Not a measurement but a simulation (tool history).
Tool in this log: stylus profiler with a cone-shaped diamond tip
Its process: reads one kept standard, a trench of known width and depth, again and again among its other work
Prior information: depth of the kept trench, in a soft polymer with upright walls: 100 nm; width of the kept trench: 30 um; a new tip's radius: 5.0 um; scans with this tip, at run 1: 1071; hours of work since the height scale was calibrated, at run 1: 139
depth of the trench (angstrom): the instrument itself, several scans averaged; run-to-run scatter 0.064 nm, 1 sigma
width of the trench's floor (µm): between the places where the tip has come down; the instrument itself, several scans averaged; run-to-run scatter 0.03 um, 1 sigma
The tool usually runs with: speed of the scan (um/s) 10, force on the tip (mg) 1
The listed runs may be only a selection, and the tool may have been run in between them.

run,hour,speed of the scan (um/s),force on the tip (mg),scans with this tip,hours of work since the height scale was calibrated,depth of the trench (angstrom),width of the trench's floor (µm)
1,0,10,1,1071,139,1003.2,27.92
2,15.1,10,1,1164,151,1003,27.96
3,23.3,10,1,1215,158,1004.3,28
4,38.4,10,1,1307,170,1004.3,27.94
5,52.3,10,0.57,1393,181,1003.6,27.98
6,64.6,10,0.57,1469,191,1004.1,27.92
7,75,10,1,1532,199,1003.7,27.91
8,87.9,10,1,1612,210,1003.9,27.93
9,100.7,10,1,1691,220,1002.5,27.93
10,111.4,10,1,1757,228,1003.7,27.95
11,126.1,10,1,1847,240,1003.5,27.92
12,134,10,1,1895,246,1002.9,27.94
# hour 135.4: height scale calibrated on a step standard
13,149.4,3,1,1987,11,1003.8,27.94
14,156.6,3,1,2031,17,1003,27.89
15,170.9,16,0.97,2119,28,1004.1,27.88
16,185.6,2,1,2210,40,1004,27.98
17,198.1,10,1.03,2286,50,1003.8,27.87
18,208,10,1.03,2348,58,1004,27.9
19,217.2,10,1.03,2404,65,1004.8,27.85
# hour 224.6: height scale calibrated on a step standard, once more
20,224.6,27,1,2446,0,1003.9,27.88
21,238.7,27,1,2533,11,1004.5,27.81
22,250.2,6,0.54,2604,20,1003,27.88
23,259.4,7,0.54,2661,28,1001.5,27.92
24,272.6,7,0.54,2742,38,1003,27.87
25,288.1,7,0.54,2837,51,1002.9,27.91
26,300.6,7,0.54,2914,61,1002.8,27.88
27,311,7,0.54,2978,69,1002.2,27.85
28,324.9,20,0.36,3064,80,1002.5,27.8

3 options for the next run, each taken on its own from the tool as it stands now. Forecast them:
A,339.6,10,0.35,3154,92,?,?
B,339.6,39,0.49,3154,92,?,?
C,339.6,20,0.83,3154,92,?,?

run,depth of the trench (angstrom),width of the trench's floor (µm)
A,1001.9,27.88
B,1001.6,27.73
C,1002.8,27.8
Stripped of hidden state, with their random variation kept, the same runs would have yielded:
run,depth of the trench (angstrom),width of the trench's floor (µm)
A,1001.7,27.98
B,1001.3,27.84
C,1002.5,27.9
